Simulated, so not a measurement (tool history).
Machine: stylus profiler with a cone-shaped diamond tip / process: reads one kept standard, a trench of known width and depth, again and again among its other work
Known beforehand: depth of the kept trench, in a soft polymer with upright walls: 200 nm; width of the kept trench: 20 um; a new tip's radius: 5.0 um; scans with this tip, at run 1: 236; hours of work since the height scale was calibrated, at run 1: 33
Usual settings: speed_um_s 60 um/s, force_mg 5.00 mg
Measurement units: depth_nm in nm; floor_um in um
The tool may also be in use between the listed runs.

| run | hour | speed_um_s | force_mg | scans with this tip | hours of work since the height scale was calibrated | depth_nm | floor_um |
|---|---|---|---|---|---|---|---|
| 1 | 0.0 | 60 | 5.00 | 236 | 33 | 204.23 | 16.98 |
| 2 | 21.1 | 60 | 5.00 | 308 | 43 | 204.37 | 16.86 |
| 3 | 39.0 | 60 | 5.00 | 368 | 52 | 204.26 | 16.87 |
| 4 | 70.7 | 60 | 5.00 | 475 | 67 | 204.26 | 16.96 |
| 5 | 88.7 | 60 | 5.95 | 536 | 75 | 204.80 | 16.94 |
| 6 | 111.0 | 60 | 5.25 | 611 | 86 | 204.37 | 16.95 |
| 7 | 144.8 | 60 | 4.70 | 725 | 102 | 204.03 | 16.86 |
| 8 | 176.4 | 60 | 2.56 | 832 | 117 | 202.46 | 16.81 |
| 9 | 203.4 | 60 | 5.00 | 923 | 130 | 204.20 | 16.82 |
| 10 | 238.0 | 60 | 5.00 | 1040 | 146 | 204.11 | 16.90 |
| 11 | 257.6 | 60 | 5.00 | 1107 | 156 | 204.16 | 16.87 |
| 12 | 273.6 | 60 | 5.00 | 1160 | 163 | 204.12 | 16.84 |
| 13 | 298.5 | 60 | 5.00 | 1245 | 175 | 204.28 | 16.83 |
| 14 | 315.7 | 60 | 5.00 | 1303 | 183 | 204.14 | 16.81 |
| 15 | 348.0 | 60 | 3.05 | 1412 | 198 | 202.84 | 16.71 |
| 16 | 376.0 | 60 | 3.05 | 1506 | 212 | 202.93 | 16.74 |
| 17 | 391.2 | 60 | 3.05 | 1558 | 219 | 202.95 | 16.70 |
| 18 | 423.0 | 60 | 3.05 | 1665 | 234 | 202.78 | 16.73 |
| 19 | 453.2 | 60 | 9.04 | 1767 | 248 | 206.25 | 16.76 |
| 20 | 467.6 | 60 | 9.04 | 1816 | 255 | 206.24 | 16.77 |
| 21 | 498.6 | 60 | 3.97 | 1921 | 270 | 203.42 | 16.73 |
| 22 | 517.4 | 60 | 5.03 | 1984 | 279 | 203.95 | 16.68 |
| 23 | 543.1 | 48 | 5.00 | 2071 | 291 | 204.14 | 16.78 |
| 24 | 563.7 | 60 | 5.00 | 2141 | 301 | 203.87 | 16.76 |
| 25 | 589.1 | 115 | 14.73 | 2227 | 313 | 208.60 | 16.64 |
| 26 | 615.2 | 115 | 14.73 | 2315 | 325 | 208.66 | 16.67 |
| 27 | 647.5 | 115 | 14.73 | 2424 | 341 | 208.61 | 16.68 |
| 28 | 663.4 | 59 | 5.00 | 2477 | 348 | 203.88 | 16.66 |
| 29 | 696.6 | 28 | 1.92 | 2590 | 364 | 201.91 | 16.75 |
| 30 | 721.8 | 28 | 1.92 | 2675 | 376 | 201.96 | 16.70 |
| 31 | 743.2 | 29 | 5.33 | 2747 | 386 | 204.21 | 16.77 |
| 32 | 776.6 | 23 | 4.64 | 2860 | 402 | 203.78 | 16.74 |
| 33 | 793.4 | 64 | 7.48 | 2917 | 410 | 205.25 | 16.65 |
| 34 | 815.1 | 64 | 7.48 | 2990 | 420 | 205.28 | 16.63 |
| 35 | 843.9 | 101 | 9.66 | 3087 | 434 | 206.40 | 16.57 |

For run 36, what comes out?
| 36 | 869.2 | 101 | 9.66 | 3173 | 446 | ? | ? |

depth_nm: 206.37 nm
floor_um: 16.58 um
With the hidden condition absent and the run-to-run variation left alone, this run would have shown depth_nm 206.78 nm, floor_um 16.97 um.
